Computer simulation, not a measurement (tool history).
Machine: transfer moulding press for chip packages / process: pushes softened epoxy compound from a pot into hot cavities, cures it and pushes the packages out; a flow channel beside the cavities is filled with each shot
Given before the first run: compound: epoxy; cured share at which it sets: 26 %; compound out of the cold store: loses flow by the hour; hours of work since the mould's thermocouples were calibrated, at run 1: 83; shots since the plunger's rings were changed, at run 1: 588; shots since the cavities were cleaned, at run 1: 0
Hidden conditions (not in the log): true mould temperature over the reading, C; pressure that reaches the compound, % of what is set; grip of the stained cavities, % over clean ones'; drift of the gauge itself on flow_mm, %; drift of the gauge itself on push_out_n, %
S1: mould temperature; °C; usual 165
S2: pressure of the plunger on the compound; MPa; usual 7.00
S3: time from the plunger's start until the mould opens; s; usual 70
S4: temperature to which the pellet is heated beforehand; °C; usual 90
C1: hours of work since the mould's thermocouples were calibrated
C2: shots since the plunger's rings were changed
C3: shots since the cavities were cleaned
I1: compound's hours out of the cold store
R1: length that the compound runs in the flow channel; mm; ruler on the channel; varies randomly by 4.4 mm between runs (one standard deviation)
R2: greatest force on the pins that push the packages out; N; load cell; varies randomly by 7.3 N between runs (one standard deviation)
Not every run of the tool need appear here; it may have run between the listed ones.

run  hour   S1    S2   S3   S4   C1    C2   C3    I1   R1   R2
  1   0.0  165  7.00   70   90   83   588    0  33.3  717  295
  2   7.9  165  7.00   70   90   89   736  148  21.5  759  350
  3  19.7  165  7.00   70   90   98   959  371   9.2  809  405
  4  28.4  165  7.00   85   90  105  1123  535  41.2  684  363
  5  36.1  165  7.00   85   90  111  1269  681  28.9  727  366
  6  46.2  165  7.00   93   90  119  1459  871  33.3  708  391
     53.7  -- cavities cleaned with cleaning compound and waxed
  7  55.8  165  7.00   93   90  125  1613   41  32.1  713  285
  8  61.9  163  5.74  106   94  129  1727  155   9.1  723  317
     64.6  -- mould's thermocouples calibrated
  9  70.5  165  8.70   81  100    4  1851  279  21.5  822  328
 10  80.4  165  7.00   72   98   12  2040  468  14.3  762  387

Forecast run 11:
 11  85.6  162  6.36  68  96  16  2137  565  8.2   ?   ?

{"run 11": {"R1": 756, "R2": 499}}
Take away the tool's hidden state, keep the run-to-run variation as it was, and the same run would have given R1 773 mm, R2 380 N.
